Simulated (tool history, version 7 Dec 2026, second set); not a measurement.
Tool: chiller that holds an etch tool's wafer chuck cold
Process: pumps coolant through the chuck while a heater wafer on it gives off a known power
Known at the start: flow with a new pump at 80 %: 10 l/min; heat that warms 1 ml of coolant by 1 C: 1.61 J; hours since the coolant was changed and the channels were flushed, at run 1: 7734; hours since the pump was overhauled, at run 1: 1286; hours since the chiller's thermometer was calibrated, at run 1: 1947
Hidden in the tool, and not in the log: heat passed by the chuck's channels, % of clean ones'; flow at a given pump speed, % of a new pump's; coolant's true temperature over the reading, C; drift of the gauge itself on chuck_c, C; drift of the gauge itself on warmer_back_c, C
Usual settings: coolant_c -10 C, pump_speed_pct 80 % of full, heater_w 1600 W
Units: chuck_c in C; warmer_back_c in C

| run | hour | coolant_c | pump_speed_pct | heater_w | hours since the coolant was changed and the channels were flushed | hours since the pump was overhauled | hours since the chiller's thermometer was calibrated | chuck_c | warmer_back_c |
|---|---|---|---|---|---|---|---|---|---|
| 1 | 0.0 | -10 | 80 | 1600 | 7734 | 1286 | 1947 | 4.1 | 5.98 |
|  | 50.7 | coolant changed, channels flushed |
| 2 | 134.7 | -10 | 80 | 1600 | 84 | 1415 | 2076 | 4.1 | 5.91 |
| 3 | 241.1 | -10 | 80 | 1600 | 190 | 1521 | 2182 | 4.0 | 5.88 |
| 4 | 352.9 | -10 | 80 | 1600 | 302 | 1633 | 2294 | 4.0 | 5.98 |
| 5 | 410.1 | -10 | 90 | 1600 | 359 | 1690 | 2351 | 2.8 | 5.27 |
| 6 | 471.4 | -10 | 75 | 1600 | 421 | 1751 | 2412 | 4.5 | 6.37 |
| 7 | 580.7 | -10 | 75 | 1600 | 530 | 1861 | 2522 | 4.5 | 6.30 |
| 8 | 679.9 | -10 | 95 | 1600 | 629 | 1960 | 2621 | 2.3 | 4.96 |
| 9 | 752.0 | -10 | 80 | 1600 | 701 | 2032 | 2693 | 3.8 | 5.96 |
| 10 | 866.6 | -1 | 80 | 1600 | 816 | 2147 | 2808 | 12.8 | 5.90 |
| 11 | 960.1 | -10 | 68 | 1600 | 909 | 2240 | 2901 | 6.0 | 7.09 |
| 12 | 1045.8 | -10 | 68 | 1600 | 995 | 2326 | 2987 | 5.8 | 7.07 |
| 13 | 1122.8 | -10 | 80 | 1600 | 1072 | 2403 | 3064 | 3.8 | 5.93 |
| 14 | 1189.4 | -10 | 80 | 1600 | 1139 | 2469 | 3130 | 4.0 | 5.95 |
| 15 | 1243.7 | -10 | 80 | 1600 | 1193 | 2524 | 3185 | 3.8 | 5.95 |
| 16 | 1318.7 | -1 | 80 | 1600 | 1268 | 2599 | 3260 | 12.9 | 5.97 |
|  | 1379.0 | chiller's thermometer calibrated |
| 17 | 1379.0 | -16 | 90 | 1600 | 1327 | 2658 | 0 | -3.1 | 5.24 |
| 18 | 1472.6 | -7 | 80 | 1600 | 1421 | 2752 | 94 | 6.9 | 5.95 |
| 19 | 1547.8 | -10 | 80 | 859 | 1496 | 2827 | 169 | -2.5 | 3.16 |
| 20 | 1650.2 | -13 | 77 | 1708 | 1598 | 2929 | 271 | 2.3 | 6.61 |
| 21 | 1746.5 | -13 | 74 | 1708 | 1695 | 3026 | 367 | 2.8 | 6.88 |
| 22 | 1869.1 | -15 | 73 | 1708 | 1817 | 3148 | 490 | 1.1 | 6.97 |
| 23 | 1927.3 | -10 | 96 | 1600 | 1876 | 3206 | 548 | 2.2 | 4.96 |

The next listed run, before its measurement:
| 24 | 1998.4 | -10 | 76 | 1032 | 1947 | 3277 | 619 | ? | ? |

chuck_c: -0.6 C
warmer_back_c: 4.05 C
Without the tool's hidden state the same run would have given chuck_c -0.6 C, warmer_back_c 4.04 C.
